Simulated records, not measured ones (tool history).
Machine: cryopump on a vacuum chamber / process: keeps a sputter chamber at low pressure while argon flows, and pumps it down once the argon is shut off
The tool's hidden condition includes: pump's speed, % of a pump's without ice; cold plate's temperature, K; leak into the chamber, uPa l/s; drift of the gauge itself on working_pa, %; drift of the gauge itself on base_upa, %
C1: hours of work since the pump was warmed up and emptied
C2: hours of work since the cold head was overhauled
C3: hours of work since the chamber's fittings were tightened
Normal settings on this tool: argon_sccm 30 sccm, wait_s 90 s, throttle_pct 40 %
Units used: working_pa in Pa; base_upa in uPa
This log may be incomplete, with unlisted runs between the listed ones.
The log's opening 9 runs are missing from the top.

run 10 hour=228.8 | argon_sccm=30 wait_s=26 throttle_pct=40 | C1=408 C2=877 C3=1039 | working_pa=0.099 base_upa=2.35
run 11 hour=244.2 | argon_sccm=30 wait_s=26 throttle_pct=40 | C1=420 C2=888 C3=1050 | working_pa=0.0983 base_upa=2.33
run 12 hour=257.4 | argon_sccm=30 wait_s=90 throttle_pct=40 | C1=430 C2=898 C3=1060 | working_pa=0.0989 base_upa=1.3
run 13 hour=287.8 | argon_sccm=30 wait_s=90 throttle_pct=40 | C1=452 C2=920 C3=1082 | working_pa=0.0995 base_upa=1.3
run 14 hour=305.8 | argon_sccm=30 wait_s=90 throttle_pct=40 | C1=465 C2=934 C3=1096 | working_pa=0.1006 base_upa=1.31
-- hour=315 pump warmed up, emptied and cooled again
run 15 hour=330.2 | argon_sccm=30 wait_s=90 throttle_pct=40 | C1=11 C2=948 C3=1110 | working_pa=0.091 base_upa=1.16
run 16 hour=349 | argon_sccm=30 wait_s=90 throttle_pct=38 | C1=25 C2=962 C3=1124 | working_pa=0.096 base_upa=1.15
run 17 hour=374.4 | argon_sccm=30 wait_s=90 throttle_pct=38 | C1=44 C2=981 C3=1143 | working_pa=0.0966 base_upa=1.17
run 18 hour=406.5 | argon_sccm=32 wait_s=73 throttle_pct=51 | C1=68 C2=1005 C3=1167 | working_pa=0.0775 base_upa=1.28
run 19 hour=431.6 | argon_sccm=32 wait_s=73 throttle_pct=51 | C1=86 C2=1023 C3=1185 | working_pa=0.0779 base_upa=1.31
run 20 hour=445 | argon_sccm=18 wait_s=73 throttle_pct=35 | C1=96 C2=1033 C3=1195 | working_pa=0.0634 base_upa=1.28
run 21 hour=463.3 | argon_sccm=18 wait_s=87 throttle_pct=18 | C1=110 C2=1047 C3=1209 | working_pa=0.1223 base_upa=1.26
run 22 hour=484.8 | argon_sccm=18 wait_s=87 throttle_pct=18 | C1=126 C2=1063 C3=1225 | working_pa=0.1224 base_upa=1.25
run 23 hour=499.9 | argon_sccm=18 wait_s=87 throttle_pct=18 | C1=137 C2=1074 C3=1236 | working_pa=0.1233 base_upa=1.25
run 24 hour=528.6 | argon_sccm=20 wait_s=272 throttle_pct=19 | C1=158 C2=1095 C3=1257 | working_pa=0.1284 base_upa=0.94
run 25 hour=542.9 | argon_sccm=20 wait_s=272 throttle_pct=19 | C1=169 C2=1106 C3=1268 | working_pa=0.1293 base_upa=0.94
run 26 hour=558.5 | argon_sccm=20 wait_s=272 throttle_pct=19 | C1=180 C2=1117 C3=1279 | working_pa=0.1299 base_upa=0.99
run 27 hour=581.3 | argon_sccm=20 wait_s=272 throttle_pct=19 | C1=197 C2=1134 C3=1296 | working_pa=0.1301 base_upa=0.98
run 28 hour=612.6 | argon_sccm=20 wait_s=272 throttle_pct=19 | C1=220 C2=1157 C3=1319 | working_pa=0.13 base_upa=1
run 29 hour=635.9 | argon_sccm=48 wait_s=90 throttle_pct=21 | C1=238 C2=1174 C3=1336 | working_pa=0.285 base_upa=1.32
run 30 hour=664.8 | argon_sccm=48 wait_s=90 throttle_pct=21 | C1=259 C2=1196 C3=1358 | working_pa=0.2848 base_upa=1.32
run 31 hour=692.3 | argon_sccm=26 wait_s=90 throttle_pct=31 | C1=279 C2=1216 C3=1378 | working_pa=0.1059 base_upa=1.4
run 32 hour=707.4 | argon_sccm=30 wait_s=130 throttle_pct=40 | C1=291 C2=1227 C3=1389 | working_pa=0.0961 base_upa=1.22

What will run 33 give?
run 33 hour=733.9 | argon_sccm=54 wait_s=90 throttle_pct=40 | C1=310 C2=1247 C3=1409 | working_pa=? base_upa=?

{"run 33": {"working_pa": 0.1734, "base_upa": 1.37}}
With the hidden condition absent and the run-to-run variation left alone, this run would have shown working_pa 0.1635 Pa, base_upa 0.64 uPa.

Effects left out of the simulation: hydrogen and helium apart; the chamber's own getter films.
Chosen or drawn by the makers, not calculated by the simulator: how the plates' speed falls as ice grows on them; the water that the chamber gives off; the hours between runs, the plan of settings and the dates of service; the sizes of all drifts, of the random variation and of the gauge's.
